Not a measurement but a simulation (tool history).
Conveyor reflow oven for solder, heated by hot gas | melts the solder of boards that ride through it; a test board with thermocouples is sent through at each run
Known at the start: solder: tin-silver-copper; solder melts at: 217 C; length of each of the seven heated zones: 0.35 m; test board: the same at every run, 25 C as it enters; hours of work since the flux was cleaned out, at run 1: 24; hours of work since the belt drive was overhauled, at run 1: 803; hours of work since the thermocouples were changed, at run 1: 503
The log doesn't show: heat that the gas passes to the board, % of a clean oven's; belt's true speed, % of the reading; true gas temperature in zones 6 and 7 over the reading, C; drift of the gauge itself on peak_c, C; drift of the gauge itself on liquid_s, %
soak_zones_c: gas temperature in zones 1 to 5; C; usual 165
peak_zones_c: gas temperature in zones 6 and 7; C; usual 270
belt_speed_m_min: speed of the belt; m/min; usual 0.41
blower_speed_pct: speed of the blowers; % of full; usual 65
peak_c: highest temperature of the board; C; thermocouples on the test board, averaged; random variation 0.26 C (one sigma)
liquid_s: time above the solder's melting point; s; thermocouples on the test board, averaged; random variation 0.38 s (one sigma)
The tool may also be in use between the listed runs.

| run | day | soak_zones_c | peak_zones_c | belt_speed_m_min | blower_speed_pct | hours of work since the flux was cleaned out | hours of work since the belt drive was overhauled | hours of work since the thermocouples were changed | peak_c | liquid_s |
|---|---|---|---|---|---|---|---|---|---|---|
| 1 | 0 | 165 | 270 | 0.41 | 65 | 24 | 803 | 503 | 251.1 | 70.6 |
| 2 | 1.204 | 165 | 270 | 0.41 | 65 | 40 | 818 | 519 | 250.9 | 70.7 |
| 3 | 2.038 | 165 | 270 | 0.391 | 65 | 50 | 829 | 529 | 252.6 | 76.8 |
| 4 | 2.742 | 165 | 270 | 0.41 | 65 | 59 | 838 | 538 | 250.4 | 70.2 |
| 5 | 3.45 | 165 | 270 | 0.41 | 65 | 68 | 847 | 547 | 250.9 | 70.3 |
| 6 | 4.596 | 165 | 270 | 0.41 | 65 | 83 | 862 | 562 | 250.8 | 70.5 |
|  | 5.325 | belt drive overhauled, speed set with a stopwatch |
| 7 | 6.196 | 175 | 270 | 0.41 | 65 | 101 | 11 | 580 | 252.4 | 74.7 |
| 8 | 7.712 | 175 | 270 | 0.41 | 65 | 120 | 30 | 599 | 251.9 | 75.2 |
| 9 | 8.533 | 158 | 270 | 0.41 | 65 | 131 | 41 | 610 | 248.1 | 63.8 |
| 10 | 9.233 | 158 | 270 | 0.41 | 65 | 140 | 50 | 618 | 248 | 63.4 |
| 11 | 9.888 | 158 | 270 | 0.41 | 65 | 148 | 58 | 627 | 248 | 63 |
|  | 10.208 | flux residue cleaned out of gas plates and filters |
| 12 | 11.283 | 158 | 270 | 0.41 | 65 | 14 | 73 | 642 | 246.3 | 61.5 |
| 13 | 12.046 | 158 | 279 | 0.41 | 65 | 23 | 83 | 651 | 253.3 | 69 |
| 14 | 13.004 | 165 | 270 | 0.41 | 57 | 35 | 95 | 664 | 245.9 | 63 |
|  | 13.762 | flux residue cleaned out of gas plates and filters, once more |
| 15 | 14.304 | 165 | 270 | 0.41 | 57 | 7 | 109 | 677 | 249.3 | 67.6 |
| 16 | 15.208 | 165 | 270 | 0.41 | 65 | 18 | 120 | 689 | 251.1 | 70.5 |
| 17 | 16.592 | 165 | 270 | 0.41 | 65 | 36 | 138 | 707 | 250.8 | 69.5 |
| 18 | 17.675 | 175 | 282 | 0.41 | 65 | 50 | 151 | 720 | 263.1 | 85.2 |
| 19 | 18.683 | 155 | 262 | 0.41 | 65 | 62 | 164 | 733 | 242.2 | 55.4 |
| 20 | 19.329 | 165 | 270 | 0.439 | 65 | 71 | 172 | 741 | 247.9 | 61.2 |
| 21 | 20.642 | 165 | 283 | 0.421 | 65 | 87 | 189 | 758 | 260.5 | 76.7 |
| 22 | 22.042 | 172 | 276 | 0.438 | 81 | 105 | 207 | 776 | 257.5 | 74.3 |
| 23 | 23.517 | 152 | 282 | 0.364 | 85 | 124 | 226 | 794 | 266.8 | 90.7 |
| 24 | 24.492 | 171 | 275 | 0.41 | 65 | 136 | 238 | 807 | 255.5 | 77.3 |
| 25 | 25.675 | 171 | 275 | 0.41 | 65 | 151 | 253 | 822 | 255.4 | 76.4 |
| 26 | 26.467 | 171 | 275 | 0.41 | 65 | 161 | 263 | 832 | 255.4 | 76.4 |
| 27 | 27.904 | 171 | 275 | 0.41 | 65 | 180 | 281 | 850 | 254.5 | 76.1 |
| 28 | 29.15 | 171 | 275 | 0.41 | 65 | 195 | 297 | 866 | 254.7 | 75.4 |
| 29 | 30.279 | 171 | 275 | 0.41 | 65 | 210 | 311 | 880 | 255 | 75.5 |
| 30 | 31.617 | 171 | 282 | 0.35 | 65 | 227 | 328 | 897 | 266.7 | 101.4 |
| 31 | 32.292 | 165 | 270 | 0.478 | 65 | 235 | 337 | 906 | 242 | 48.8 |

How the hidden state differs across the entries between the runs, from the last listed run before each to the first after it:
Between runs 6 and 7: belt drive overhauled, speed set with a stopwatch (day 5.325)
  heat that the gas passes to the board, % of a clean oven's: 96.3 -> 95.6; belt's true speed, % of the reading: 98.89 -> 99.92; true gas temperature in zones 6 and 7 over the reading, C: 2.25 -> 2.29
  measured less the result without the state, peak_c: +1.2 -> +0.8 C; liquid_s: +1.8 -> +0.4 s
Between runs 11 and 12: flux residue cleaned out of gas plates and filters (day 10.208)
  heat that the gas passes to the board, % of a clean oven's: 93.8 -> 89.7; belt's true speed, % of the reading: 99.87 -> 99.85; true gas temperature in zones 6 and 7 over the reading, C: 2.4 -> 2.44
  measured less the result without the state, peak_c: +0.1 -> -1.4 C; liquid_s: -0.5 -> -2.6 s
Between runs 14 and 15: flux residue cleaned out of gas plates and filters, once more (day 13.762)
  heat that the gas passes to the board, % of a clean oven's: 89 -> 99.4; belt's true speed, % of the reading: 99.83 -> 99.81; true gas temperature in zones 6 and 7 over the reading, C: 2.5 -> 2.54
  measured less the result without the state, peak_c: -1.3 -> +2 C; liquid_s: -2.6 -> +2.3 s
